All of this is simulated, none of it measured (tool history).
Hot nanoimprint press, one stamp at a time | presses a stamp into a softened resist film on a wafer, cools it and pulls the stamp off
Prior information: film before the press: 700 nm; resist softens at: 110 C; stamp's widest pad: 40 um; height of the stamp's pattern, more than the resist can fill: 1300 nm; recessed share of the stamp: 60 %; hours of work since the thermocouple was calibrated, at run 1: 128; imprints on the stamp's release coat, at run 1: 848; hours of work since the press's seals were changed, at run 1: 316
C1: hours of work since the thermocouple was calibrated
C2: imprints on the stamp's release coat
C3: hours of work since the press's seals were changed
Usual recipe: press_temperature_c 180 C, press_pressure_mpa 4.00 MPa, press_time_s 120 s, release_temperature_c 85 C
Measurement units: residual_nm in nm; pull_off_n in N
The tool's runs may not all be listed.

Run 1, hour 0.0: usual settings; C1 128; C2 848; C3 316. Result: residual_nm 248.2 nm, pull_off_n 107 N.
Run 2, hour 20.3: usual settings; C1 139; C2 901; C3 327. Result: residual_nm 248.3 nm, pull_off_n 104 N.
Run 3, hour 41.8: usual settings but press_time_s 115 s; C1 152; C2 958; C3 340. Result: residual_nm 252.4 nm, pull_off_n 105 N.
Run 4, hour 54.8: usual settings but press_time_s 115 s; C1 159; C2 992; C3 347. Result: residual_nm 254.1 nm, pull_off_n 103 N.
Run 5, hour 66.4: usual settings but press_pressure_mpa 5.33 MPa; C1 166; C2 1022; C3 354. Result: residual_nm 208.7 nm, pull_off_n 105 N.
Run 6, hour 93.6: usual settings but press_pressure_mpa 5.33 MPa; C1 182; C2 1094; C3 370. Result: residual_nm 210.1 nm, pull_off_n 107 N.
Run 7, hour 107.2: usual settings but press_pressure_mpa 5.33 MPa; C1 190; C2 1129; C3 378. Result: residual_nm 210.5 nm, pull_off_n 107 N.
Run 8, hour 120.7: usual settings but press_pressure_mpa 5.33 MPa; C1 197; C2 1165; C3 386. Result: residual_nm 210.4 nm, pull_off_n 104 N.
Run 9, hour 136.8: usual settings; C1 207; C2 1207; C3 395. Result: residual_nm 249.3 nm, pull_off_n 101 N.
Run 10, hour 164.3: usual settings; C1 223; C2 1279; C3 411. Result: residual_nm 249.1 nm, pull_off_n 104 N.

Predict the results of run 11:
Run 11, hour 181.7: usual settings but press_temperature_c 188 C, press_time_s 63 s; C1 233; C2 1325; C3 421. Result: residual_nm ?, pull_off_n ?.

residual_nm: 249.5 nm
pull_off_n: 104 N
Had the tool carried no hidden state, the very same run would have given residual_nm 248.6 nm, pull_off_n 103 N.
